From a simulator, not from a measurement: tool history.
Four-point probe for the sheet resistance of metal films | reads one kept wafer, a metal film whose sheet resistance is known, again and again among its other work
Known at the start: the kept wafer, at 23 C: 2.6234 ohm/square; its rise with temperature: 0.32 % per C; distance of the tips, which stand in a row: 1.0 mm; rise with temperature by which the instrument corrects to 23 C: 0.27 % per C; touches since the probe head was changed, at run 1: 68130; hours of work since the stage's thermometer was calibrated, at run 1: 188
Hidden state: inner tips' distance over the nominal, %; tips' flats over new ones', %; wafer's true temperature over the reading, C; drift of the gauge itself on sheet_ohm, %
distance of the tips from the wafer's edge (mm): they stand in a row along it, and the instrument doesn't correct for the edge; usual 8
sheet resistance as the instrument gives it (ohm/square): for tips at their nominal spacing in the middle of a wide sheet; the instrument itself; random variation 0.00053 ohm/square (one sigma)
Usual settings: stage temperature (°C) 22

run    hour  stage temperature (°C)  distance of the tips from the wafer's edge (mm)  touches since the probe head was changed  hours of work since the stage's thermometer was calibrated  sheet resistance as the instrument gives it (ohm/square)
  1     0.0                      22                                                8                                     68130                                                         188                                                  2.624855
  2    75.0                      22                                                8                                     71960                                                         248                                                  2.624138
  3   156.7                      22                                                8                                     76131                                                         312                                                  2.621814
  4   194.6                      22                                                8                                     78063                                                         342                                                  2.621889
  5   267.9                      34                                                8                                     81804                                                         401                                                  2.635302
  6   342.4                      34                                                8                                     85611                                                         460                                                  2.632785
  7   408.2                      34                                                8                                     88966                                                         512                                                  2.631301
      439.1  -- new probe head fitted
  8   471.0                      34                                                8                                      1625                                                         561                                                  2.657250
  9   522.7                      34                                                8                                      4265                                                         602                                                  2.655602
 10   561.3                      34                                                8                                      6236                                                         632                                                  2.655125
 11   640.5                      34                                                8                                     10280                                                         695                                                  2.655294
 12   700.4                      34                                                8                                     13337                                                         743                                                  2.653727
 13   741.9                      22                                               12                                     15458                                                         776                                                  2.625521
 14   822.2                      22                                               10                                     19557                                                         839                                                  2.628929
 15   859.8                      22                                               10                                     21475                                                         869                                                  2.628413
 16   914.0                      22                                                8                                     24240                                                         912                                                  2.634900
 17   998.8                      22                                                8                                     28569                                                         979                                                  2.633502
 18  1049.6                      22                                                8                                     31164                                                        1020                                                  2.633247
 19  1084.6                      22                                                8                                     32948                                                        1047                                                  2.631989
 20  1156.3                      22                                                8                                     36612                                                        1104                                                  2.630344
 21  1223.6                      28                                                8                                     40046                                                        1158                                                  2.637997
 22  1304.6                      28                                                8                                     44178                                                        1222                                                  2.636119
 23  1373.6                      22                                                4                                     47704                                                        1277                                                  2.689696
 24  1426.6                      22                                               26                                     50408                                                        1319                                                  2.606536
 25  1463.6                      26                                               49                                     52296                                                        1348                                                  2.608684
     1469.0  -- stage's thermometer calibrated
 26  1532.9                      18                                                4                                     55809                                                          51                                                  2.684025
 27  1606.3                      18                                                4                                     59554                                                         109                                                  2.683146
 28  1665.2                      18                                                4                                     62563                                                         156                                                  2.681273
     1671.6  -- stage's thermometer calibrated, once more
 29  1732.7                      18                                                9                                     65980                                                          48                                                  2.606561
 30  1780.4                      19                                               31                                     68420                                                          86                                                  2.591064
 31  1854.1                      21                                               25                                     72179                                                         145                                                  2.593712
 32  1897.9                      21                                               24                                     74416                                                         179                                                  2.593171
 33  1978.1                      21                                                3                                     78508                                                         243                                                  2.733741
 34  2018.7                      21                                                3                                     80583                                                         275                                                  2.733171
 35  2062.4                      21                                                3                                     82813                                                         310                                                  2.732958
 36  2122.6                      21                                                3                                     85885                                                         358                                                  2.732299
 37  2195.7                      24                                               28                                     89617                                                         416                                                  2.591949
     2216.1  -- new probe head fitted
 38  2245.1                      24                                               28                                      1479                                                         454                                                  2.618204
 39  2312.9                      22                                               20                                      4939                                                         508                                                  2.616881
 40  2351.2                      29                                               22                                      6896                                                         538                                                  2.622105
 41  2417.6                      19                                               22                                     10284                                                         591                                                  2.609877
 42  2472.6                      19                                               10                                     13092                                                         634                                                  2.619870
 43  2552.1                      19                                               10                                     17148                                                         697                                                  2.618854
 44  2589.9                      20                                               59                                     19078                                                         727                                                  2.605482

Hidden state at the last listed run before each entry between runs and at the first one after, where it differs:
Between runs 7 and 8: new probe head fitted (hour 439.1)
  inner tips' distance over the nominal, %: -0.994 -> -0.118; tips' flats over new ones', %: 95 -> 2; wafer's true temperature over the reading, C: 0.2 -> 0.22
  measured less the result without the state, sheet resistance as the instrument gives it (ohm/square): -0.026906 -> -0.001633
Between runs 25 and 26: stage's thermometer calibrated (hour 1469.0)
  inner tips' distance over the nominal, %: -0.779 -> -0.827; tips' flats over new ones', %: 57 -> 60; wafer's true temperature over the reading, C: 0.47 -> 0.72
  measured less the result without the state, sheet resistance as the instrument gives it (ohm/square): -0.018261 -> -0.017782
Between runs 28 and 29: stage's thermometer calibrated, once more (hour 1671.6)
  inner tips' distance over the nominal, %: -0.91 -> -0.955; tips' flats over new ones', %: 68 -> 72; wafer's true temperature over the reading, C: 0.76 -> -0.06
  measured less the result without the state, sheet resistance as the instrument gives it (ohm/square): -0.019932 -> -0.027716
Between runs 37 and 38: new probe head fitted (hour 2216.1)
  inner tips' distance over the nominal, %: -1.267 -> -0.321; tips' flats over new ones', %: 97 -> 2; wafer's true temperature over the reading, C: 0.06 -> 0.07
  measured less the result without the state, sheet resistance as the instrument gives it (ohm/square): -0.035520 -> -0.008549
